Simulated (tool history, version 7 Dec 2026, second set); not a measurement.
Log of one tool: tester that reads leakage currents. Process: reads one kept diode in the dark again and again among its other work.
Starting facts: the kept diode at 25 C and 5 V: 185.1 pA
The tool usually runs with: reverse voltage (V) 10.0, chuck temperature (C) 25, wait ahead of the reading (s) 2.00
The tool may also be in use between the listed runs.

| run | day | reverse voltage (V) | chuck temperature (C) | wait ahead of the reading (s) | current that the tester gives (pA) |
|---|---|---|---|---|---|
| 1 | 0.000 | 10.0 | 25 | 2.00 | 260.96 |
| 2 | 1.967 | 10.0 | 25 | 2.00 | 260.80 |
| 3 | 4.683 | 10.0 | 25 | 2.00 | 260.26 |
| 4 | 8.671 | 10.0 | 25 | 2.00 | 259.48 |
| 5 | 12.900 | 10.0 | 25 | 2.00 | 259.98 |
| 6 | 16.712 | 10.0 | 25 | 2.00 | 259.97 |
| 7 | 20.121 | 1.1 | 53 | 2.00 | 931.03 |
| 8 | 23.575 | 3.6 | 21 | 1.41 | 116.94 |
| 9 | 26.812 | 3.6 | 21 | 1.41 | 117.22 |
| 10 | 30.321 | 3.6 | 21 | 1.41 | 117.41 |
| 11 | 34.488 | 10.1 | 30 | 3.82 | 404.78 |
| 12 | 37.679 | 10.1 | 30 | 3.82 | 403.60 |

Some steps in current that the tester gives (pA), run to run, broken into two amounts with sign: the step expected even without the hidden condition (settings, incoming material, random variation), and the rest, left for the hidden condition together with whatever gauge scatter is not in both the measured and the hidden-condition-free result:
What the log doesn't record here: stray current of the dirty probe card, pA a volt; current scale over the true one, %; true chuck temperature over the reading, C; drift of the gauge itself on leakage_pa, %.
Run 7 -> 8: reverse voltage (V) 1.1 -> 3.6, chuck temperature (C) 53 -> 21, wait ahead of the reading (s) 2.00 -> 1.41. current that the tester gives (pA) -814.09: hidden state -12.88, all else -801.21.

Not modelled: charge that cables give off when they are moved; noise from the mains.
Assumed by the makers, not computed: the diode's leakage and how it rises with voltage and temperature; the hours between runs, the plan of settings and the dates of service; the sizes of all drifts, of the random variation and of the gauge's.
